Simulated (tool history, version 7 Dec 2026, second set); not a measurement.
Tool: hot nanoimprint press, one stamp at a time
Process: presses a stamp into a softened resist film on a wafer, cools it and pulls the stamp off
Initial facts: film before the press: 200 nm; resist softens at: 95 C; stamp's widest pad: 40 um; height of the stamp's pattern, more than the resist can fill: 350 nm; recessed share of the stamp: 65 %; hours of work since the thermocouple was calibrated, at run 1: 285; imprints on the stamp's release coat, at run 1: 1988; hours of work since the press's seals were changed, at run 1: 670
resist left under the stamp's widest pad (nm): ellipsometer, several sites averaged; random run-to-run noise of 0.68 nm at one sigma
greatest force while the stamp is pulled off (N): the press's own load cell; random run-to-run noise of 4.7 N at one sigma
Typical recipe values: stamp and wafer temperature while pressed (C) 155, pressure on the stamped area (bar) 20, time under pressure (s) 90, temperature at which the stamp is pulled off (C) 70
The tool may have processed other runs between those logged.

run,hour,stamp and wafer temperature while pressed (C),pressure on the stamped area (bar),time under pressure (s),temperature at which the stamp is pulled off (C),hours of work since the thermocouple was calibrated,imprints on the stamp's release coat,hours of work since the press's seals were changed,resist left under the stamp's widest pad (nm),greatest force while the stamp is pulled off (N)
1,0,155,20,90,70,285,1988,670,77.3,239
2,42.3,155,20,90,70,315,2089,701,77.8,233
# hour 61.6: plate thermocouple calibrated
3,92.5,155,20,90,70,23,2202,735,75.8,237
4,132.6,155,20,90,70,52,2298,765,78.7,238
5,164.2,155,12.2,90,70,75,2374,788,101.6,231
6,197.4,155,20,90,63,99,2453,812,77.9,276
# hour 214: stamp cleaned and given a new release coat
7,263.5,155,20,69,63,143,118,856,85.6,255
8,291.3,155,20,69,76,164,185,876,85.4,204
9,354.1,146,30.5,179,76,210,335,922,78.4,209
10,382,146,26.3,168,73,230,402,943,87.2,215
11,426.2,146,24.3,70,73,262,508,975,117.6,217
12,456.2,155,20,48,72,284,580,997,97.2,222
# hour 519.8: plate thermocouple calibrated
13,524.5,155,20,87,67,3,736,1045,79.1,251
14,590.3,152,30.5,154,67,52,894,1093,58.9,250
# hour 601.7: press's hydraulic seals changed and the load cell set to zero
15,660.3,152,30.5,154,67,97,1043,43,58.7,245
16,694.2,145,28.7,90,70,122,1124,68,106.9,230

Each row is a separate what-if for the run after 16, all from the same tool condition, not one after another. Results?
A,721.8,155,13.5,90,70,142,1190,88,?,?
B,721.8,166,20.5,90,61,142,1190,88,?,?
C,721.8,145,23.7,56,72,142,1190,88,?,?
D,721.8,149,20,122,58,142,1190,88,?,?

run,resist left under the stamp's widest pad (nm),greatest force while the stamp is pulled off (N)
A,95.5,234
B,44.9,275
C,132.5,217
D,94.6,290
Had the tool no hidden state, the same runs would have come out as:
run,resist left under the stamp's widest pad (nm),greatest force while the stamp is pulled off (N)
A,95.5,232
B,44.9,273
C,132.6,215
D,94.6,288
